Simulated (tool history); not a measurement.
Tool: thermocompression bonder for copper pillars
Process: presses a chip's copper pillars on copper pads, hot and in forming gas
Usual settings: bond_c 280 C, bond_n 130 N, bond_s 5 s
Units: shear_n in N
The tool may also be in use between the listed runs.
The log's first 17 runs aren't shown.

| run | hour | bond_c | bond_n | bond_s | hours of work since the heater was calibrated | hours of work since the force cell was calibrated | hours of work since the gas filter was changed | shear_n |
|---|---|---|---|---|---|---|---|---|
| 18 | 425.3 | 280 | 193 | 5 | 138 | 690 | 173 | 61.3 |
| 19 | 444.6 | 280 | 130 | 9 | 146 | 698 | 182 | 60.3 |
| 20 | 460.8 | 255 | 193 | 7 | 153 | 705 | 189 | 51.7 |
| 21 | 488.9 | 252 | 125 | 7 | 165 | 717 | 201 | 38.5 |
| 22 | 521.2 | 255 | 99 | 6 | 179 | 731 | 214 | 32.1 |
| 23 | 541.2 | 280 | 189 | 6 | 187 | 739 | 223 | 63.5 |
|  | 564.3 | forming gas filter changed |
| 24 | 572.9 | 297 | 130 | 5 | 201 | 753 | 4 | 61.6 |
| 25 | 597.3 | 297 | 130 | 5 | 211 | 763 | 14 | 61.2 |
| 26 | 622.2 | 297 | 130 | 5 | 222 | 774 | 25 | 61.3 |
| 27 | 638 | 297 | 130 | 5 | 229 | 781 | 32 | 61.4 |
| 28 | 660.8 | 297 | 130 | 5 | 238 | 790 | 41 | 60.6 |
| 29 | 683.6 | 258 | 100 | 5 | 248 | 800 | 51 | 33.2 |
| 30 | 702 | 258 | 130 | 5 | 256 | 808 | 59 | 39 |
| 31 | 732 | 258 | 130 | 5 | 269 | 821 | 72 | 38.9 |
| 32 | 765.3 | 258 | 130 | 5 | 283 | 835 | 86 | 38.7 |
| 33 | 795.8 | 294 | 130 | 9 | 296 | 848 | 99 | 71.5 |
| 34 | 811.9 | 294 | 130 | 9 | 303 | 855 | 106 | 71.7 |
| 35 | 830.1 | 294 | 130 | 9 | 311 | 863 | 114 | 71.3 |
| 36 | 862.6 | 264 | 81 | 8 | 325 | 877 | 128 | 37.7 |

Forecast each of these 3 alternatives for the next run:
| A | 893.5 | 280 | 193 | 12 | 338 | 890 | 141 | ? |
| B | 893.5 | 280 | 98 | 5 | 338 | 890 | 141 | ? |
| C | 893.5 | 264 | 164 | 3 | 338 | 890 | 141 | ? |

| run | shear_n |
|---|---|
| A | 82.6 |
| B | 42.7 |
| C | 39.1 |
Without the tool's hidden state the same runs would have given:
| run | shear_n |
|---|---|
| A | 82.1 |
| B | 41.6 |
| C | 37.9 |
